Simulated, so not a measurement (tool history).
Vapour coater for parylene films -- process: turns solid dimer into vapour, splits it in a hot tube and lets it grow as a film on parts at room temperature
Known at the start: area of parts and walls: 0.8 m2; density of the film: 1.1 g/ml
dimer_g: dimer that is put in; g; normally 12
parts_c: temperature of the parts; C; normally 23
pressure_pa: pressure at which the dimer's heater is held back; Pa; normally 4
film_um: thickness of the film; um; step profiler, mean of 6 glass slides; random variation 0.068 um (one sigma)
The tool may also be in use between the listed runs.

run    hour  dimer_g  parts_c  pressure_pa  film_um
  1       0       12       23            4     7.74
  2    45.1       12       23            4      7.7
  3    83.6       12       23            4      7.6
  4   131.4       12       23            4     7.65
  5   157.7       12       23            4     7.63
  6   194.2       12       23            4     7.46
  7     240       12       23            4      7.5
  8     274       12       23            4     7.32
  9   306.8       21       23            4    12.98
 10     341       21       23            4    13.01
 11     387        9       23            4     5.57
 12   418.2       12       16            4     8.56
 13   445.6       12       16            4      8.6
 14     486       12       16          4.5     8.39
 15   512.1       12       23            4      7.1
 16   553.7       12       23            4     7.15
 17   601.2       12       23            4     7.18
      621.6  -- trap's valve overhauled
 18   644.7        5       16         2.31     4.23
 19     673       18       18            4     13.5
 20   696.4        5       34         7.12     2.26
 21   721.5       21       19            4    15.05
      724.9  -- table's thermometer calibrated
 22   754.2        6       19         5.55     4.12
 23   789.8        6       19         5.55     4.11
 24   837.1       10       24         4.93     6.01
 25     869       10       24         4.93     6.04
 26   918.2       10       24         4.93     5.93
 27   945.1       10       24          9.8     5.45
      967.1  -- table's thermometer calibrated, once more
 28   995.5       10       24          9.8     5.58
 29  1030.8        6       24         3.44     3.82
 30  1054.5        8       35         2.47     4.09
 31  1084.4       12       24         3.93     7.52
 32  1113.2       18       23         8.99    10.28
 33  1143.6       14       30         8.99     6.63

The logged runs with the hidden state left out (each run's random variation unchanged):
Hidden state present: vapour lost through the trap's worn valve, %; true temperature of the parts over the reading, C; drift of the gauge itself on film_um, %.
run  film_um
  1     8.11
  2     8.13
  3     8.07
  4     8.17
  5     8.19
  6     8.06
  7     8.15
  8        8
  9    14.24
 10    14.35
 11      6.2
 12     9.56
 13     9.64
 14     9.47
 15     8.04
 16     8.16
 17     8.26
 18     4.32
 19    13.85
 20     2.33
 21    15.57
 22     4.32
 23     4.33
 24     6.37
 25     6.43
 26     6.36
 27     5.87
 28     5.87
 29     4.04
 30     4.33
 31     8.02
 32    11.01
 33     7.12
